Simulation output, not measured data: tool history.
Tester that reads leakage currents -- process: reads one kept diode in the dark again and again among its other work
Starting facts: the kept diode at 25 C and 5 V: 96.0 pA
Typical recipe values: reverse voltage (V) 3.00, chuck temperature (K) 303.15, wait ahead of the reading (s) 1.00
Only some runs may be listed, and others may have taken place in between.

run,hour,reverse voltage (V),chuck temperature (K),wait ahead of the reading (s),current that the tester gives (pA)
1,0.0,3.00,303.15,1.00,139.27
2,130.9,3.00,303.15,1.00,140.16
3,253.6,3.00,303.15,1.00,141.65
# hour 313.4: chuck's temperature calibrated
4,324.0,3.00,303.15,1.00,119.56
5,469.6,3.00,303.15,1.00,121.23
6,555.2,3.00,303.15,1.00,122.17
7,642.8,3.00,308.15,1.00,193.43
8,802.4,3.00,308.15,1.00,196.83
9,894.1,3.00,306.15,1.00,165.44
10,1037.9,3.00,306.15,1.00,168.41
# hour 1059.2: probe card cleaned and baked
11,1124.9,3.00,306.15,1.00,168.61
12,1210.5,2.97,320.15,3.93,564.28
# hour 1226.6: tester calibrated
13,1331.5,1.25,321.15,1.47,402.75
14,1470.3,1.88,305.15,1.00,125.95

What will run 15 give?
15,1608.9,1.88,305.15,1.00,?

current that the tester gives (pA): 126.93
Minus the tool's unlogged condition, the same run would have read current that the tester gives (pA) 113.09.

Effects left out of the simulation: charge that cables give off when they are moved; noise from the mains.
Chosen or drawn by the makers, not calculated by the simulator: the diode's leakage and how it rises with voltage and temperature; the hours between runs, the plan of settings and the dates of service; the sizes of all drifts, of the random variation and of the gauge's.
